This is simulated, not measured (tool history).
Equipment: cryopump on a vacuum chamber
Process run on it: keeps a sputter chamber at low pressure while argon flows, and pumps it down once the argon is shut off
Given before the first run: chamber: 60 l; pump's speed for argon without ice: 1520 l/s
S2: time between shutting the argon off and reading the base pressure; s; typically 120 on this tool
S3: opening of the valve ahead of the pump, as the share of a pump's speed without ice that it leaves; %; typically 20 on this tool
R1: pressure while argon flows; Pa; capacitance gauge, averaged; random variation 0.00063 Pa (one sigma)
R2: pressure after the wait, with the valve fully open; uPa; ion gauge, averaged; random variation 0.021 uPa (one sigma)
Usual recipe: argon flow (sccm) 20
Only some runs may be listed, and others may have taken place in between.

{"run": 1, "day": 0.0, "argon flow (sccm)": 20, "S2": 120, "S3": 20, "R1": 0.1133, "R2": 0.61}
{"run": 2, "day": 0.388, "argon flow (sccm)": 20, "S2": 120, "S3": 20, "R1": 0.1128, "R2": 0.64}
{"run": 3, "day": 1.021, "argon flow (sccm)": 20, "S2": 120, "S3": 20, "R1": 0.1139, "R2": 0.61}
{"run": 4, "day": 1.475, "argon flow (sccm)": 20, "S2": 120, "S3": 20, "R1": 0.1129, "R2": 0.69}
{"run": 5, "day": 1.812, "argon flow (sccm)": 20, "S2": 120, "S3": 20, "R1": 0.1135, "R2": 0.66}
{"run": 6, "day": 2.604, "argon flow (sccm)": 20, "S2": 120, "S3": 20, "R1": 0.1133, "R2": 0.68}
{"run": 7, "day": 3.242, "argon flow (sccm)": 20, "S2": 120, "S3": 20, "R1": 0.115, "R2": 0.69}
{"run": 8, "day": 3.792, "argon flow (sccm)": 20, "S2": 120, "S3": 20, "R1": 0.114, "R2": 0.69}
{"run": 9, "day": 4.283, "argon flow (sccm)": 20, "S2": 120, "S3": 20, "R1": 0.1137, "R2": 0.7}
{"run": 10, "day": 5.1, "argon flow (sccm)": 20, "S2": 120, "S3": 40, "R1": 0.0589, "R2": 0.7}
{"run": 11, "day": 5.629, "argon flow (sccm)": 20, "S2": 120, "S3": 40, "R1": 0.0583, "R2": 0.73}
{"run": 12, "day": 6.321, "argon flow (sccm)": 20, "S2": 120, "S3": 40, "R1": 0.0589, "R2": 0.74}
{"run": 13, "day": 6.8, "argon flow (sccm)": 20, "S2": 120, "S3": 40, "R1": 0.0588, "R2": 0.69}
{"run": 14, "day": 7.6, "argon flow (sccm)": 20, "S2": 120, "S3": 40, "R1": 0.0591, "R2": 0.75}
{"run": 15, "day": 8.096, "argon flow (sccm)": 15, "S2": 52, "S3": 33, "R1": 0.0532, "R2": 1.08}
{"run": 16, "day": 8.883, "argon flow (sccm)": 15, "S2": 52, "S3": 33, "R1": 0.0531, "R2": 1.14}
{"run": 17, "day": 9.342, "argon flow (sccm)": 11, "S2": 52, "S3": 21, "R1": 0.061, "R2": 1.09}
{"run": 18, "day": 10.0, "argon flow (sccm)": 11, "S2": 52, "S3": 21, "R1": 0.0601, "R2": 1.09}
{"run": 19, "day": 10.579, "argon flow (sccm)": 11, "S2": 52, "S3": 21, "R1": 0.0603, "R2": 1.16}
{"run": 20, "day": 11.029, "argon flow (sccm)": 15, "S2": 220, "S3": 34, "R1": 0.0518, "R2": 0.64}
{"run": 21, "day": 11.829, "argon flow (sccm)": 23, "S2": 120, "S3": 48, "R1": 0.0576, "R2": 0.74}
{"run": 22, "day": 12.392, "argon flow (sccm)": 23, "S2": 120, "S3": 48, "R1": 0.058, "R2": 0.76}
{"run": 23, "day": 12.808, "argon flow (sccm)": 22, "S2": 120, "S3": 36, "R1": 0.0725, "R2": 0.82}

Below are 5 alternative next runs, each starting from the tool's condition after run 23. Predict each:
{"run": "A", "day": 13.375, "argon flow (sccm)": 20, "S2": 120, "S3": 43, "R1": "?", "R2": "?"}
{"run": "B", "day": 13.375, "argon flow (sccm)": 20, "S2": 79, "S3": 20, "R1": "?", "R2": "?"}
{"run": "C", "day": 13.375, "argon flow (sccm)": 20, "S2": 276, "S3": 23, "R1": "?", "R2": "?"}
{"run": "D", "day": 13.375, "argon flow (sccm)": 11, "S2": 102, "S3": 18, "R1": "?", "R2": "?"}
{"run": "E", "day": 13.375, "argon flow (sccm)": 12, "S2": 20, "S3": 41, "R1": "?", "R2": "?"}

run=A R1=0.0558 R2=0.76
run=B R1=0.1156 R2=0.92
run=C R1=0.1004 R2=0.6
run=D R1=0.07 R2=0.85
run=E R1=0.0344 R2=2.16
Had the tool no hidden state, the same runs would have come out as:
run=A R1=0.0518 R2=0.45
run=B R1=0.1116 R2=0.61
run=C R1=0.0964 R2=0.29
run=D R1=0.0678 R2=0.53
run=E R1=0.032 R2=1.85

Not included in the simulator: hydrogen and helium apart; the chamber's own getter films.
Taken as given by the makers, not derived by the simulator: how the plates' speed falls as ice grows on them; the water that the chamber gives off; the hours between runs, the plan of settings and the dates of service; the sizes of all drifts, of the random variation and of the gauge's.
